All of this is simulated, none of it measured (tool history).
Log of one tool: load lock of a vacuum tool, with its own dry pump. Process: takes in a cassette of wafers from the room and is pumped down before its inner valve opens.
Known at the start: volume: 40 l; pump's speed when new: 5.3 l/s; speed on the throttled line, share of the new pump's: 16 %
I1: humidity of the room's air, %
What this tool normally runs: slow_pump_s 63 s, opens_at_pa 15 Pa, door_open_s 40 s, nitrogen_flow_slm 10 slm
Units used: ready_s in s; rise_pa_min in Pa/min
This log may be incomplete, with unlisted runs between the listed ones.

{"run": 1, "hour": 0.0, "slow_pump_s": 63, "opens_at_pa": 15, "door_open_s": 40, "nitrogen_flow_slm": 10, "I1": 47.9, "ready_s": 129.8, "rise_pa_min": 0.017}
{"run": 2, "hour": 267.4, "slow_pump_s": 63, "opens_at_pa": 11, "door_open_s": 40, "nitrogen_flow_slm": 10, "I1": 46.9, "ready_s": 132.8, "rise_pa_min": 0.023}
{"run": 3, "hour": 512.4, "slow_pump_s": 63, "opens_at_pa": 11, "door_open_s": 40, "nitrogen_flow_slm": 10, "I1": 41.7, "ready_s": 131.6, "rise_pa_min": 0.018}
{"run": 4, "hour": 703.2, "slow_pump_s": 63, "opens_at_pa": 11, "door_open_s": 40, "nitrogen_flow_slm": 10, "I1": 38.8, "ready_s": 132.6, "rise_pa_min": 0.023}
{"run": 5, "hour": 922.3, "slow_pump_s": 63, "opens_at_pa": 11, "door_open_s": 40, "nitrogen_flow_slm": 10, "I1": 46.6, "ready_s": 133.6, "rise_pa_min": 0.022}
{"run": 6, "hour": 1235.3, "slow_pump_s": 63, "opens_at_pa": 11, "door_open_s": 40, "nitrogen_flow_slm": 10, "I1": 48.7, "ready_s": 132.3, "rise_pa_min": 0.017}
{"run": 7, "hour": 1533.6, "slow_pump_s": 63, "opens_at_pa": 11, "door_open_s": 40, "nitrogen_flow_slm": 10, "I1": 45.5, "ready_s": 133.3, "rise_pa_min": 0.027}
{"run": 8, "hour": 1785.8, "slow_pump_s": 63, "opens_at_pa": 11, "door_open_s": 40, "nitrogen_flow_slm": 10, "I1": 41.8, "ready_s": 133.2, "rise_pa_min": 0.018}
{"run": 9, "hour": 1928.2, "slow_pump_s": 63, "opens_at_pa": 11, "door_open_s": 40, "nitrogen_flow_slm": 10, "I1": 45.7, "ready_s": 133.2, "rise_pa_min": 0.019}
{"run": 10, "hour": 2253.2, "slow_pump_s": 63, "opens_at_pa": 11, "door_open_s": 40, "nitrogen_flow_slm": 10, "I1": 44.8, "ready_s": 133.8, "rise_pa_min": 0.02}
{"run": 11, "hour": 2500.1, "slow_pump_s": 63, "opens_at_pa": 11, "door_open_s": 40, "nitrogen_flow_slm": 10, "I1": 46.1, "ready_s": 134.4, "rise_pa_min": 0.022}
{"hour": 2534.9, "done": "dry pump taken out, an overhauled one fitted"}
{"run": 12, "hour": 2746.0, "slow_pump_s": 63, "opens_at_pa": 11, "door_open_s": 40, "nitrogen_flow_slm": 10, "I1": 45.3, "ready_s": 120.9, "rise_pa_min": 0.021}
{"run": 13, "hour": 3058.0, "slow_pump_s": 63, "opens_at_pa": 15, "door_open_s": 238, "nitrogen_flow_slm": 10, "I1": 42.5, "ready_s": 118.9, "rise_pa_min": 0.031}
{"run": 14, "hour": 3329.5, "slow_pump_s": 63, "opens_at_pa": 15, "door_open_s": 238, "nitrogen_flow_slm": 10, "I1": 45.4, "ready_s": 119.1, "rise_pa_min": 0.038}
{"run": 15, "hour": 3533.4, "slow_pump_s": 63, "opens_at_pa": 15, "door_open_s": 238, "nitrogen_flow_slm": 10, "I1": 48.1, "ready_s": 119.4, "rise_pa_min": 0.039}
{"run": 16, "hour": 3877.8, "slow_pump_s": 63, "opens_at_pa": 22, "door_open_s": 40, "nitrogen_flow_slm": 10, "I1": 44.8, "ready_s": 117.6, "rise_pa_min": 0.027}
{"run": 17, "hour": 4140.3, "slow_pump_s": 63, "opens_at_pa": 22, "door_open_s": 40, "nitrogen_flow_slm": 10, "I1": 45.2, "ready_s": 115.8, "rise_pa_min": 0.031}
{"run": 18, "hour": 4343.6, "slow_pump_s": 52, "opens_at_pa": 24, "door_open_s": 55, "nitrogen_flow_slm": 17, "I1": 43.3, "ready_s": 107.2, "rise_pa_min": 0.024}

What does the tool deliver on the next run?
{"run": 19, "hour": 4681.8, "slow_pump_s": 52, "opens_at_pa": 21, "door_open_s": 55, "nitrogen_flow_slm": 17, "I1": 45.2, "ready_s": "?", "rise_pa_min": "?"}

ready_s: 109.8 s
rise_pa_min: 0.027 Pa/min
With no hidden state in the tool, this same run would have given ready_s 109.0 s, rise_pa_min 0.016 Pa/min.

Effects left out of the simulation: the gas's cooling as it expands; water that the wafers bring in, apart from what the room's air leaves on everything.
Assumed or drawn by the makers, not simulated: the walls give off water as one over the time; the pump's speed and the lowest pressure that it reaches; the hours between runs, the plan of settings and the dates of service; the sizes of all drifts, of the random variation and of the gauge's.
